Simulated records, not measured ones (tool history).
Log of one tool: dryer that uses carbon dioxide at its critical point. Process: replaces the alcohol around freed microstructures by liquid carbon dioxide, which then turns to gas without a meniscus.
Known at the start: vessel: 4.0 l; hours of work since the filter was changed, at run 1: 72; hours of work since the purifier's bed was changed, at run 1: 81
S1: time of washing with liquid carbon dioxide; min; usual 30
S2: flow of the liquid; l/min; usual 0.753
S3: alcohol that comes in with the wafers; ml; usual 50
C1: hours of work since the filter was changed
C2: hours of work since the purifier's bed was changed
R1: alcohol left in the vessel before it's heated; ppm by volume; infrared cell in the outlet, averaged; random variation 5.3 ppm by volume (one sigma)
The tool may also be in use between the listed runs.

run,day,S1,S2,S3,C1,C2,R1
1,0,30,0.753,50,72,81,146
2,0.179,30,0.753,48,75,84,137
3,0.354,30,0.753,50,78,87,143
4,0.633,30,0.753,109,82,91,304
5,0.875,30,0.753,50,86,95,145
6,1.212,30,0.669,50,92,101,224
7,1.488,30,0.669,50,96,105,237
8,1.729,37,0.753,50,100,109,69
9,1.946,37,0.753,50,104,113,73
10,2.312,30,0.753,50,110,119,137
11,2.6,19,0.753,50,115,124,700
12,2.896,19,0.753,50,120,129,705
13,3.242,30,0.753,105,125,134,296
14,3.629,21,0.562,83,132,141,1962
15,3.983,21,0.562,83,138,147,1918
16,4.225,26,0.795,91,142,150,391
17,4.388,26,0.795,91,144,153,392
18,4.671,19,0.857,112,149,158,1118
19,4.833,19,0.936,39,152,161,314
20,5.054,33,0.651,59,155,164,222
21,5.254,19,0.909,51,159,167,448
22,5.471,19,0.909,51,162,171,466
23,5.758,19,1.052,82,167,176,416

5 ways to go on from here, each from the tool as it stands after run 23. What would each give?
A,5.929,42,0.883,30,170,179,?
B,5.929,19,0.595,109,170,179,?
C,5.929,19,1.06,82,170,179,?
D,5.929,38,0.776,102,170,179,?
E,5.929,22,0.753,50,170,179,?

run,R1
A,44
B,2784
C,407
D,113
E,498
Without the tool's hidden state the same runs would have given:
run,R1
A,8
B,2478
C,312
D,63
E,400

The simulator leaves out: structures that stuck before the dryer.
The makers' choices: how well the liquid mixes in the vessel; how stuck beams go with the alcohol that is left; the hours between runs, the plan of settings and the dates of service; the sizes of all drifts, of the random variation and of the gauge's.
